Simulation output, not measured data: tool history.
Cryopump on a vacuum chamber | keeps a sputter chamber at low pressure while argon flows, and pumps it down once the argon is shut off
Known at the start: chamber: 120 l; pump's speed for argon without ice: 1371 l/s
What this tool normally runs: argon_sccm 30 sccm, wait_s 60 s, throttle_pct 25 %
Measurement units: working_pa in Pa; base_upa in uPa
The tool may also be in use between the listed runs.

| run | hour | argon_sccm | wait_s | throttle_pct | working_pa | base_upa |
|---|---|---|---|---|---|---|
| 1 | 0 | 30 | 60 | 25 | 0.1531 | 2.11 |
| 2 | 36.9 | 30 | 60 | 25 | 0.1531 | 2.11 |
| 3 | 70.6 | 30 | 60 | 25 | 0.1541 | 2.14 |
| 4 | 103.5 | 30 | 60 | 25 | 0.1557 | 2.23 |
| 5 | 149 | 30 | 60 | 25 | 0.155 | 2.27 |
| 6 | 191.3 | 30 | 60 | 44 | 0.0914 | 2.3 |
| 7 | 231.8 | 30 | 60 | 44 | 0.0943 | 2.29 |
|  | 244.6 | pump warmed up, emptied and cooled again |
| 8 | 268.2 | 30 | 94 | 25 | 0.1489 | 1.68 |
| 9 | 312 | 30 | 94 | 25 | 0.1508 | 1.78 |
| 10 | 337.1 | 30 | 60 | 38 | 0.0987 | 2.17 |
| 11 | 383.9 | 30 | 60 | 38 | 0.1004 | 2.17 |
| 12 | 407.3 | 30 | 60 | 25 | 0.1516 | 2.2 |
| 13 | 432.5 | 36 | 26 | 40 | 0.1159 | 3.4 |
| 14 | 471.1 | 25 | 178 | 40 | 0.0796 | 1.64 |
| 15 | 493.3 | 25 | 178 | 40 | 0.0813 | 1.68 |
| 16 | 524.2 | 25 | 178 | 40 | 0.0814 | 1.73 |
| 17 | 548.1 | 46 | 100 | 24 | 0.2444 | 1.96 |
| 18 | 576.5 | 21 | 29 | 25 | 0.1087 | 3.22 |
| 19 | 601.8 | 30 | 63 | 17 | 0.2254 | 2.31 |

What if the next run were any one of these 3? Each begins from the tool's condition after run 19:
| A | 636.4 | 30 | 58 | 27 | ? | ? |
| B | 636.4 | 39 | 29 | 40 | ? | ? |
| C | 636.4 | 30 | 63 | 34 | ? | ? |

| run | working_pa | base_upa |
|---|---|---|
| A | 0.1448 | 2.45 |
| B | 0.1304 | 3.3 |
| C | 0.1164 | 2.34 |
With the hidden condition removed and each run's random variation left untouched, the same runs would have given:
| run | working_pa | base_upa |
|---|---|---|
| A | 0.1374 | 1.15 |
| B | 0.1208 | 2 |
| C | 0.109 | 1.05 |
